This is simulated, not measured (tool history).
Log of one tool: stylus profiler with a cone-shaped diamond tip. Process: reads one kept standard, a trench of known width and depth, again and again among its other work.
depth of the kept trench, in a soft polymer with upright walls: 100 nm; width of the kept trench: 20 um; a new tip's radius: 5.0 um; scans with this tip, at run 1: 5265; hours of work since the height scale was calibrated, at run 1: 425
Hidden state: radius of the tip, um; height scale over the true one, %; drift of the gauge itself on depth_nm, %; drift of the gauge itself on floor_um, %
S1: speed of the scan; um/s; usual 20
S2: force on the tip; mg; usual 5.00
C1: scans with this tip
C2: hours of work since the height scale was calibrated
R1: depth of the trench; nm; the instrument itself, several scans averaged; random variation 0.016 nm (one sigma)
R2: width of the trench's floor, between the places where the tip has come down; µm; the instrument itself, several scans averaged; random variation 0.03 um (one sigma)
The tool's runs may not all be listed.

run 1 day=0.000 | S1=20 S2=5.00 | C1=5265 C2=425 | R1=102.90 R2=17.35
run 2 day=0.646 | S1=20 S2=5.00 | C1=5347 C2=432 | R1=102.89 R2=17.39
run 3 day=1.229 | S1=20 S2=5.00 | C1=5420 C2=438 | R1=102.89 R2=17.34
run 4 day=1.725 | S1=20 S2=2.53 | C1=5483 C2=443 | R1=101.91 R2=17.32
run 5 day=2.229 | S1=20 S2=2.53 | C1=5547 C2=448 | R1=101.89 R2=17.33
run 6 day=2.538 | S1=20 S2=2.53 | C1=5585 C2=451 | R1=101.89 R2=17.33
run 7 day=2.829 | S1=20 S2=2.53 | C1=5622 C2=454 | R1=101.88 R2=17.36
run 8 day=3.296 | S1=20 S2=3.99 | C1=5681 C2=459 | R1=102.52 R2=17.37
run 9 day=3.888 | S1=20 S2=3.99 | C1=5756 C2=465 | R1=102.55 R2=17.31
run 10 day=4.204 | S1=20 S2=5.00 | C1=5796 C2=468 | R1=102.90 R2=17.35
run 11 day=4.608 | S1=41 S2=5.00 | C1=5847 C2=472 | R1=102.92 R2=17.22
run 12 day=5.204 | S1=20 S2=5.00 | C1=5922 C2=478 | R1=102.92 R2=17.31
run 13 day=5.521 | S1=20 S2=5.00 | C1=5962 C2=481 | R1=102.92 R2=17.33
run 14 day=5.996 | S1=20 S2=9.11 | C1=6022 C2=486 | R1=104.30 R2=17.37
run 15 day=6.446 | S1=20 S2=9.11 | C1=6079 C2=491 | R1=104.30 R2=17.35
run 16 day=6.979 | S1=20 S2=9.11 | C1=6146 C2=496 | R1=104.30 R2=17.35
run 17 day=7.296 | S1=13 S2=5.00 | C1=6186 C2=499 | R1=102.92 R2=17.31
run 18 day=7.779 | S1=20 S2=5.00 | C1=6247 C2=504 | R1=102.91 R2=17.32
run 19 day=8.179 | S1=20 S2=5.00 | C1=6297 C2=508 | R1=102.92 R2=17.29
run 20 day=8.654 | S1=20 S2=5.00 | C1=6357 C2=513 | R1=102.91 R2=17.39
run 21 day=8.946 | S1=5 S2=5.70 | C1=6394 C2=516 | R1=103.17 R2=17.31
run 22 day=9.525 | S1=20 S2=4.32 | C1=6467 C2=522 | R1=102.68 R2=17.27
run 23 day=10.112 | S1=20 S2=8.41 | C1=6541 C2=528 | R1=104.11 R2=17.30
run 24 day=10.571 | S1=30 S2=5.39 | C1=6599 C2=533 | R1=103.07 R2=17.23
run 25 day=10.979 | S1=54 S2=4.23 | C1=6650 C2=537 | R1=102.64 R2=17.13
run 26 day=11.354 | S1=13 S2=13.03 | C1=6698 C2=541 | R1=105.45 R2=17.31
run 27 day=11.725 | S1=51 S2=10.22 | C1=6745 C2=544 | R1=104.65 R2=17.22
run 28 day=12.133 | S1=31 S2=3.28 | C1=6796 C2=549 | R1=102.24 R2=17.14
run 29 day=12.729 | S1=31 S2=3.28 | C1=6871 C2=555 | R1=102.23 R2=17.25
run 30 day=13.129 | S1=40 S2=7.06 | C1=6922 C2=559 | R1=103.66 R2=17.19
run 31 day=13.562 | S1=49 S2=8.43 | C1=6977 C2=563 | R1=104.11 R2=17.22
run 32 day=13.829 | S1=20 S2=2.04 | C1=7010 C2=566 | R1=101.69 R2=17.16
run 33 day=14.162 | S1=20 S2=8.35 | C1=7052 C2=569 | R1=104.10 R2=17.21
run 34 day=14.733 | S1=29 S2=2.97 | C1=7124 C2=575 | R1=102.11 R2=17.14
run 35 day=15.179 | S1=29 S2=2.97 | C1=7181 C2=580 | R1=102.12 R2=17.13
run 36 day=15.492 | S1=14 S2=1.78 | C1=7220 C2=583 | R1=101.56 R2=17.21
run 37 day=15.871 | S1=70 S2=2.03 | C1=7268 C2=587 | R1=101.69 R2=16.83
run 38 day=16.417 | S1=70 S2=2.03 | C1=7336 C2=592 | R1=101.68 R2=16.84
run 39 day=16.888 | S1=70 S2=2.03 | C1=7396 C2=597 | R1=101.66 R2=16.91

The same runs without the tool's hidden state, with the same run-to-run variation:
run=1 R1=102.78 R2=17.90
run=2 R1=102.77 R2=17.94
run=3 R1=102.78 R2=17.89
run=4 R1=101.80 R2=17.88
run=5 R1=101.78 R2=17.89
run=6 R1=101.78 R2=17.90
run=7 R1=101.77 R2=17.94
run=8 R1=102.40 R2=17.95
run=9 R1=102.43 R2=17.90
run=10 R1=102.78 R2=17.93
run=11 R1=102.79 R2=17.81
run=12 R1=102.80 R2=17.91
run=13 R1=102.80 R2=17.94
run=14 R1=104.17 R2=17.97
run=15 R1=104.17 R2=17.96
run=16 R1=104.17 R2=17.97
run=17 R1=102.79 R2=17.93
run=18 R1=102.78 R2=17.95
run=19 R1=102.79 R2=17.92
run=20 R1=102.78 R2=18.03
run=21 R1=103.04 R2=17.95
run=22 R1=102.55 R2=17.92
run=23 R1=103.98 R2=17.96
run=24 R1=102.93 R2=17.89
run=25 R1=102.50 R2=17.79
run=26 R1=105.30 R2=17.98
run=27 R1=104.51 R2=17.89
run=28 R1=102.10 R2=17.82
run=29 R1=102.09 R2=17.93
run=30 R1=103.52 R2=17.88
run=31 R1=103.96 R2=17.91
run=32 R1=101.54 R2=17.85
run=33 R1=103.95 R2=17.91
run=34 R1=101.96 R2=17.84
run=35 R1=101.97 R2=17.83
run=36 R1=101.42 R2=17.92
run=37 R1=101.54 R2=17.54
run=38 R1=101.52 R2=17.56
run=39 R1=101.50 R2=17.64

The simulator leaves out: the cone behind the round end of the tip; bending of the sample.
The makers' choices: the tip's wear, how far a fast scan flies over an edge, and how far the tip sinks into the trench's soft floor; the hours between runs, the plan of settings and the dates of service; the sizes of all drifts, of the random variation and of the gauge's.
